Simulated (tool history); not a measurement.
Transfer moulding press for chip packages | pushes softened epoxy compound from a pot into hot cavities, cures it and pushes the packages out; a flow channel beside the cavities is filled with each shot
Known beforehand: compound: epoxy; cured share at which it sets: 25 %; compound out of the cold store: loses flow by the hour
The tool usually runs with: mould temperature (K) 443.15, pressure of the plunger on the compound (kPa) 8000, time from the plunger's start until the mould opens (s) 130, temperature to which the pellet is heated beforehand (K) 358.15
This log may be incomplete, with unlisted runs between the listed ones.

run     day  mould temperature (K)  pressure of the plunger on the compound (kPa)  time from the plunger's start until the mould opens (s)  temperature to which the pellet is heated beforehand (K)  incoming compound's hours out of the cold store  length that the compound runs in the flow channel (mm)  greatest force on the pins that push the packages out (N)
  1   0.000                 443.15                                           8000                                                      130                                                    358.15                                             33.9                                                     766                                                        769
  2   1.421                 443.15                                           8000                                                      130                                                    358.15                                              8.3                                                     832                                                        836
      1.958  -- cavities cleaned with cleaning compound and waxed
  3   2.646                 443.15                                           7200                                                      130                                                    358.15                                             46.9                                                     683                                                        559
  4   3.796                 443.15                                           7200                                                      130                                                    358.15                                             26.6                                                     732                                                        697
  5   4.683                 443.15                                           7200                                                      130                                                    358.15                                             46.3                                                     679                                                        737
  6   5.846                 443.15                                           8000                                                      118                                                    358.15                                             42.7                                                     724                                                        883
  7   6.808                 443.15                                           8000                                                      118                                                    358.15                                             37.2                                                     735                                                        924
      7.000  -- cavities cleaned with cleaning compound and waxed
  8   8.150                 443.15                                           8000                                                      130                                                    358.15                                             19.8                                                     781                                                        623
  9   8.779                 443.15                                           8000                                                      130                                                    358.15                                             21.7                                                     778                                                        699
 10   9.600                 443.15                                           8000                                                      111                                                    358.15                                             16.6                                                     787                                                        944
 11  10.892                 443.15                                           8000                                                      111                                                    358.15                                             15.1                                                     775                                                       1040
 12  11.496                 443.15                                           8000                                                      130                                                    353.15                                             47.7                                                     696                                                        837
     12.008  -- cavities cleaned with cleaning compound and waxed
 13  12.371                 443.15                                           8000                                                      130                                                    368.15                                             30.6                                                     732                                                        491
 14  13.762                 443.15                                           8000                                                      130                                                    368.15                                             38.3                                                     704                                                        646
 15  14.612                 450.15                                           6260                                                      120                                                    354.15                                             25.9                                                     637                                                        654
 16  15.533                 449.15                                           8020                                                      111                                                    363.15                                             29.7                                                     712                                                        724
 17  16.633                 450.15                                           6830                                                      125                                                    363.15                                             32.6                                                     647                                                        714
     17.121  -- cavities cleaned with cleaning compound and waxed
 18  17.662                 450.15                                           6830                                                      125                                                    363.15                                             31.8                                                     646                                                        478
 19  18.729                 446.15                                           8000                                                      130                                                    358.15                                             32.3                                                     715                                                        587
 20  19.446                 446.15                                           9070                                                      132                                                    358.15                                             14.2                                                     802                                                        652
 21  20.579                 445.15                                           9070                                                      161                                                    367.15                                             14.6                                                     808                                                        670
 22  21.458                 445.15                                           9070                                                      161                                                    367.15                                             24.9                                                     763                                                        732
     22.212  -- cavities cleaned with cleaning compound and waxed
 23  22.354                 443.15                                           7800                                                      130                                                    365.15                                             37.7                                                     681                                                        462
 24  23.546                 448.15                                           9350                                                      137                                                    353.15                                             14.1                                                     789                                                        563
 25  24.854                 448.15                                           9350                                                      137                                                    353.15                                             44.5                                                     708                                                        655
 26  26.308                 442.15                                           8420                                                      149                                                    353.15                                             35.3                                                     709                                                        725
     27.208  -- cavities cleaned with cleaning compound and waxed
 27  27.208                 449.15                                           6190                                                      130                                                    358.15                                             41.9                                                     583                                                        423
 28  28.679                 445.15                                           6190                                                      130                                                    363.15                                             29.9                                                     603                                                        627

Predict each of these 5 candidate next runs independently; none follows another, all start after run 28:
  A  29.800                 443.15                                           8000                                                      156                                                    358.15                                             34.4                                                       ?                                                          ?
  B  29.800                 438.15                                           6190                                                      130                                                    363.15                                             26.5                                                       ?                                                          ?
  C  29.800                 443.15                                           7870                                                      130                                                    358.15                                              9.9                                                       ?                                                          ?
  D  29.800                 441.15                                           8690                                                      130                                                    358.15                                             25.1                                                       ?                                                          ?
  E  29.800                 447.15                                           8000                                                      122                                                    362.15                                             26.6                                                       ?                                                          ?

run  length that the compound runs in the flow channel (mm)  greatest force on the pins that push the packages out (N)
  A                                                     681                                                        656
  B                                                     637                                                        956
  C                                                     742                                                        760
  D                                                     744                                                        802
  E                                                     689                                                        687
Without the tool's unlogged condition, the same runs would have read:
run  length that the compound runs in the flow channel (mm)  greatest force on the pins that push the packages out (N)
  A                                                     770                                                        408
  B                                                     719                                                        633
  C                                                     839                                                        489
  D                                                     841                                                        522
  E                                                     778                                                        433

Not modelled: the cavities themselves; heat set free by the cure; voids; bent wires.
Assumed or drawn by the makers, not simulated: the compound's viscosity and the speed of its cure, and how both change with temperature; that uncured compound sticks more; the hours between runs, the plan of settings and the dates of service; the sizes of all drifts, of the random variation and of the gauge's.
